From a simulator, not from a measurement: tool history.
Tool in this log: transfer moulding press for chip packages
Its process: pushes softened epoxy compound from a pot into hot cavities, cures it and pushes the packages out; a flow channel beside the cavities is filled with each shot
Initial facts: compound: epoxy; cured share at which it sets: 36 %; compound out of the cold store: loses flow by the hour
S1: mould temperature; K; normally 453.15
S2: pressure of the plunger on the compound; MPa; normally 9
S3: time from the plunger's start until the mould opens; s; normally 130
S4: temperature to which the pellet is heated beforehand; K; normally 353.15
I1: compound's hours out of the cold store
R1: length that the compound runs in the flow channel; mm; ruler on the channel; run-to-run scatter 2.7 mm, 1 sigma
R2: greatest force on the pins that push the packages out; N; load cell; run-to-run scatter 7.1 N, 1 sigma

run	hour	S1	S2	S3	S4	I1	R1	R2
1	0	453.15	9	130	353.15	19.8	773	323
2	15.4	453.15	9	130	353.15	41.2	702	309
3	34.6	453.15	9	130	353.15	35.9	723	301
# hour 41.8: cavities cleaned with cleaning compound and waxed
4	59.8	453.15	9	130	353.15	26.2	751	299
5	81.8	453.15	9	130	353.15	16.1	791	300
6	105.9	453.15	9	130	353.15	43.5	695	294
# hour 114.1: cavities cleaned with cleaning compound and waxed
7	128	453.15	9	130	353.15	10.4	815	299
8	143.2	453.15	9	130	353.15	12.9	806	304
9	159	453.15	9	123	353.15	14.9	792	344
# hour 186.9: cavities cleaned with cleaning compound and waxed
10	195.9	453.15	9	134	353.15	41.5	697	273
11	224	453.15	9	134	353.15	36	721	281
12	253.6	453.15	9	130	353.15	24.7	760	299
# hour 260: cavities cleaned with cleaning compound and waxed
13	284.6	453.15	9	135	353.15	23.2	765	293
14	317.4	453.15	9	130	347.15	18.6	783	317
# hour 332.8: cavities cleaned with cleaning compound and waxed
15	352.9	453.15	9	130	347.15	29.1	743	310

Estimate the outcome of run 16 from the log above:
16	375.5	448.15	9.99	136	348.15	24.2	?	?

R1: 820 mm
R2: 364 N
Had the tool carried no hidden state, the very same run would have given R1 820 mm, R2 360 N.
